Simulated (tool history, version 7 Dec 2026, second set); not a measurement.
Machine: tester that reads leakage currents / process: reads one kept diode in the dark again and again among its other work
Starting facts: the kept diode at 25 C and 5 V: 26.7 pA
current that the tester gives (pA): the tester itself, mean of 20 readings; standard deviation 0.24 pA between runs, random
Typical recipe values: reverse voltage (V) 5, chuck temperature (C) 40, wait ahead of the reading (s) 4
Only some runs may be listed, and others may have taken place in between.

run	hour	reverse voltage (V)	chuck temperature (C)	wait ahead of the reading (s)	current that the tester gives (pA)
1	0	5	40	4	81.66
2	34	5	40	4	81.81
3	79.9	5	40	4	82.31
4	109.1	17.26	40	4	148.9
5	144.6	5	40	0.72	82.24
6	167.5	5	40	0.72	82.68
7	199.7	5	40	4	82.2
8	251.3	5	40	4	82.43
9	298.8	5	40	4	82.87
10	334.7	1.19	40	4.35	42.27
11	359.1	2.06	56	0.49	151.91
12	399.7	5	22	0.54	27.03
13	438.8	5	22	0.54	27.16
14	471.1	8.4	26	0.88	45.5

3 options for the next run, each taken on its own from the tool as it stands now. Forecast them:
A	511.3	5	48	4	?
B	511.3	7.52	50	7.57	?
C	511.3	1.31	40	4	?

run	current that the tester gives (pA)
A	137.17
B	189.28
C	44.28
Without the tool's hidden state the same runs would have given:
run	current that the tester gives (pA)
A	134.27
B	184.57
C	43.67

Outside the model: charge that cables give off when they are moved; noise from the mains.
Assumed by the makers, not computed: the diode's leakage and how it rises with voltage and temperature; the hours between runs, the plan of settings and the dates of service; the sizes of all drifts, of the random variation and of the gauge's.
